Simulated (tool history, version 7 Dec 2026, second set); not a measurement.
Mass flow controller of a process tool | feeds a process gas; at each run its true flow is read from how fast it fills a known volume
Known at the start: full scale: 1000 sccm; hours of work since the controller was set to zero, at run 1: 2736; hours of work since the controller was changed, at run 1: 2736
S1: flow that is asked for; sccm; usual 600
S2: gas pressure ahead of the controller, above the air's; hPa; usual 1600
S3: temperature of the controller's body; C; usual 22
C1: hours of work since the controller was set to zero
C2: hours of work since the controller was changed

{"run": 1, "hour": 0.0, "S1": 600, "S2": 1600, "S3": 22, "C1": 2736, "C2": 2736, "true flow (%)": 100.76}
{"run": 2, "hour": 327.3, "S1": 600, "S2": 1600, "S3": 22, "C1": 2871, "C2": 2871, "true flow (%)": 100.86}
{"run": 3, "hour": 866.8, "S1": 600, "S2": 1600, "S3": 22, "C1": 3094, "C2": 3094, "true flow (%)": 100.95}
{"run": 4, "hour": 1374.9, "S1": 600, "S2": 1600, "S3": 26, "C1": 3304, "C2": 3304, "true flow (%)": 101.22}
{"run": 5, "hour": 1893.4, "S1": 600, "S2": 1600, "S3": 26, "C1": 3518, "C2": 3518, "true flow (%)": 101.38}
{"run": 6, "hour": 2436.9, "S1": 600, "S2": 1600, "S3": 26, "C1": 3742, "C2": 3742, "true flow (%)": 101.72}
{"run": 7, "hour": 2707.9, "S1": 600, "S2": 1600, "S3": 26, "C1": 3854, "C2": 3854, "true flow (%)": 101.63}
{"run": 8, "hour": 3277.8, "S1": 600, "S2": 1600, "S3": 26, "C1": 4089, "C2": 4089, "true flow (%)": 101.9}
{"run": 9, "hour": 3786.2, "S1": 600, "S2": 2130, "S3": 26, "C1": 4299, "C2": 4299, "true flow (%)": 102.33}
{"run": 10, "hour": 4100.2, "S1": 600, "S2": 2130, "S3": 26, "C1": 4428, "C2": 4428, "true flow (%)": 102.4}
{"run": 11, "hour": 4354.7, "S1": 600, "S2": 2130, "S3": 26, "C1": 4533, "C2": 4533, "true flow (%)": 102.53}
{"run": 12, "hour": 4946.8, "S1": 600, "S2": 2130, "S3": 26, "C1": 4777, "C2": 4777, "true flow (%)": 102.66}
{"run": 13, "hour": 5462.4, "S1": 600, "S2": 2450, "S3": 23, "C1": 4990, "C2": 4990, "true flow (%)": 102.95}
{"run": 14, "hour": 5771.7, "S1": 600, "S2": 2450, "S3": 21, "C1": 5118, "C2": 5118, "true flow (%)": 102.96}
{"run": 15, "hour": 6333.9, "S1": 134, "S2": 2280, "S3": 22, "C1": 5350, "C2": 5350, "true flow (%)": 105.36}
{"run": 16, "hour": 6832.2, "S1": 115, "S2": 1600, "S3": 22, "C1": 5555, "C2": 5555, "true flow (%)": 106.36}
{"run": 17, "hour": 7140.5, "S1": 163, "S2": 2280, "S3": 22, "C1": 5682, "C2": 5682, "true flow (%)": 105.06}
{"run": 18, "hour": 7546.0, "S1": 119, "S2": 1660, "S3": 34, "C1": 5850, "C2": 5850, "true flow (%)": 106.92}
{"run": 19, "hour": 7889.0, "S1": 382, "S2": 1600, "S3": 21, "C1": 5991, "C2": 5991, "true flow (%)": 103.31}
{"run": 20, "hour": 8165.4, "S1": 600, "S2": 1960, "S3": 32, "C1": 6105, "C2": 6105, "true flow (%)": 103.83}
{"run": 21, "hour": 8674.9, "S1": 392, "S2": 1600, "S3": 25, "C1": 6315, "C2": 6315, "true flow (%)": 103.76}
{"run": 22, "hour": 9215.3, "S1": 392, "S2": 1600, "S3": 25, "C1": 6538, "C2": 6538, "true flow (%)": 103.75}
{"run": 23, "hour": 9527.7, "S1": 600, "S2": 2530, "S3": 29, "C1": 6667, "C2": 6667, "true flow (%)": 104.45}

Forecast each of these 3 alternatives for the next run:
{"run": "A", "hour": 9846.7, "S1": 600, "S2": 1810, "S3": 29, "C1": 6799, "C2": 6799, "true flow (%)": "?"}
{"run": "B", "hour": 9846.7, "S1": 112, "S2": 2530, "S3": 31, "C1": 6799, "C2": 6799, "true flow (%)": "?"}
{"run": "C", "hour": 9846.7, "S1": 600, "S2": 1680, "S3": 22, "C1": 6799, "C2": 6799, "true flow (%)": "?"}

run=A true_flow_(%)=104.16
run=B true_flow_(%)=108.95
run=C true_flow_(%)=104.02
Without the tool's hidden state the same runs would have given:
run=A true_flow_(%)=98.70
run=B true_flow_(%)=97.46
run=C true_flow_(%)=98.56
